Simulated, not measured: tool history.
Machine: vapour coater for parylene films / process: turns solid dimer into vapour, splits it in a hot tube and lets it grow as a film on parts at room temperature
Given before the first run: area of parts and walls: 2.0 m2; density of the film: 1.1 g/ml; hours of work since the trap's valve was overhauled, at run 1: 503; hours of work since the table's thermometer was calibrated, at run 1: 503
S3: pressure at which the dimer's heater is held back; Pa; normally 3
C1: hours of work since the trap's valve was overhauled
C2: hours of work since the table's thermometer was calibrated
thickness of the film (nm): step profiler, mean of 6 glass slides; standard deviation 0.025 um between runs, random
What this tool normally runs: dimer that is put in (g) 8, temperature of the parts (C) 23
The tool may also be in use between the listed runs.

{"run": 1, "day": 0.0, "dimer that is put in (g)": 8, "temperature of the parts (C)": 23, "S3": 3, "C1": 503, "C2": 503, "thickness of the film (nm)": 1510}
{"day": 1.217, "done": "trap's valve overhauled"}
{"run": 2, "day": 1.462, "dimer that is put in (g)": 8, "temperature of the parts (C)": 23, "S3": 3, "C1": 5, "C2": 527, "thickness of the film (nm)": 1310}
{"run": 3, "day": 2.367, "dimer that is put in (g)": 8, "temperature of the parts (C)": 23, "S3": 3, "C1": 22, "C2": 544, "thickness of the film (nm)": 1330}
{"run": 4, "day": 3.038, "dimer that is put in (g)": 8, "temperature of the parts (C)": 23, "S3": 3, "C1": 34, "C2": 557, "thickness of the film (nm)": 1330}
{"run": 5, "day": 4.096, "dimer that is put in (g)": 8, "temperature of the parts (C)": 23, "S3": 3, "C1": 54, "C2": 577, "thickness of the film (nm)": 1300}
{"run": 6, "day": 5.225, "dimer that is put in (g)": 8, "temperature of the parts (C)": 23, "S3": 3, "C1": 75, "C2": 598, "thickness of the film (nm)": 1280}
{"run": 7, "day": 6.538, "dimer that is put in (g)": 8, "temperature of the parts (C)": 23, "S3": 3, "C1": 100, "C2": 622, "thickness of the film (nm)": 1290}
{"day": 6.871, "done": "trap's valve overhauled, once more"}
{"run": 8, "day": 7.646, "dimer that is put in (g)": 8, "temperature of the parts (C)": 23, "S3": 3, "C1": 15, "C2": 640, "thickness of the film (nm)": 1720}
{"run": 9, "day": 8.558, "dimer that is put in (g)": 8, "temperature of the parts (C)": 23, "S3": 3, "C1": 32, "C2": 657, "thickness of the film (nm)": 1740}
{"run": 10, "day": 9.438, "dimer that is put in (g)": 8, "temperature of the parts (C)": 23, "S3": 3, "C1": 48, "C2": 674, "thickness of the film (nm)": 1700}
{"run": 11, "day": 10.542, "dimer that is put in (g)": 8, "temperature of the parts (C)": 24, "S3": 3, "C1": 69, "C2": 695, "thickness of the film (nm)": 1680}
{"run": 12, "day": 11.15, "dimer that is put in (g)": 8, "temperature of the parts (C)": 24, "S3": 3, "C1": 80, "C2": 706, "thickness of the film (nm)": 1660}
{"run": 13, "day": 12.362, "dimer that is put in (g)": 8, "temperature of the parts (C)": 23, "S3": 7.73, "C1": 103, "C2": 729, "thickness of the film (nm)": 1610}
{"run": 14, "day": 13.612, "dimer that is put in (g)": 8, "temperature of the parts (C)": 23, "S3": 3, "C1": 127, "C2": 752, "thickness of the film (nm)": 1670}
{"run": 15, "day": 14.896, "dimer that is put in (g)": 8, "temperature of the parts (C)": 23, "S3": 3, "C1": 151, "C2": 776, "thickness of the film (nm)": 1660}
{"run": 16, "day": 16.175, "dimer that is put in (g)": 8, "temperature of the parts (C)": 23, "S3": 3, "C1": 175, "C2": 800, "thickness of the film (nm)": 1620}
{"run": 17, "day": 17.471, "dimer that is put in (g)": 8, "temperature of the parts (C)": 23, "S3": 3, "C1": 199, "C2": 825, "thickness of the film (nm)": 1670}
{"run": 18, "day": 18.442, "dimer that is put in (g)": 8, "temperature of the parts (C)": 23, "S3": 3, "C1": 217, "C2": 843, "thickness of the film (nm)": 1630}
{"run": 19, "day": 19.133, "dimer that is put in (g)": 8, "temperature of the parts (C)": 23, "S3": 3, "C1": 231, "C2": 856, "thickness of the film (nm)": 1620}
{"run": 20, "day": 20.333, "dimer that is put in (g)": 8, "temperature of the parts (C)": 23, "S3": 3, "C1": 253, "C2": 879, "thickness of the film (nm)": 1690}
{"run": 21, "day": 21.633, "dimer that is put in (g)": 8, "temperature of the parts (C)": 23, "S3": 3, "C1": 278, "C2": 903, "thickness of the film (nm)": 1560}
{"run": 22, "day": 22.617, "dimer that is put in (g)": 6, "temperature of the parts (C)": 27, "S3": 4.62, "C1": 296, "C2": 922, "thickness of the film (nm)": 1040}
{"run": 23, "day": 23.958, "dimer that is put in (g)": 7, "temperature of the parts (C)": 28, "S3": 8.43, "C1": 321, "C2": 947, "thickness of the film (nm)": 1130}
{"run": 24, "day": 25.2, "dimer that is put in (g)": 3, "temperature of the parts (C)": 26, "S3": 5.16, "C1": 344, "C2": 970, "thickness of the film (nm)": 550}

Run 25 is up next; what results do you expect?
{"run": 25, "day": 26.121, "dimer that is put in (g)": 6, "temperature of the parts (C)": 19, "S3": 4.55, "C1": 362, "C2": 987, "thickness of the film (nm)": "?"}

thickness of the film (nm): 1250
The same run, on a tool lacking any hidden state, would have yielded thickness of the film (nm) 1430.
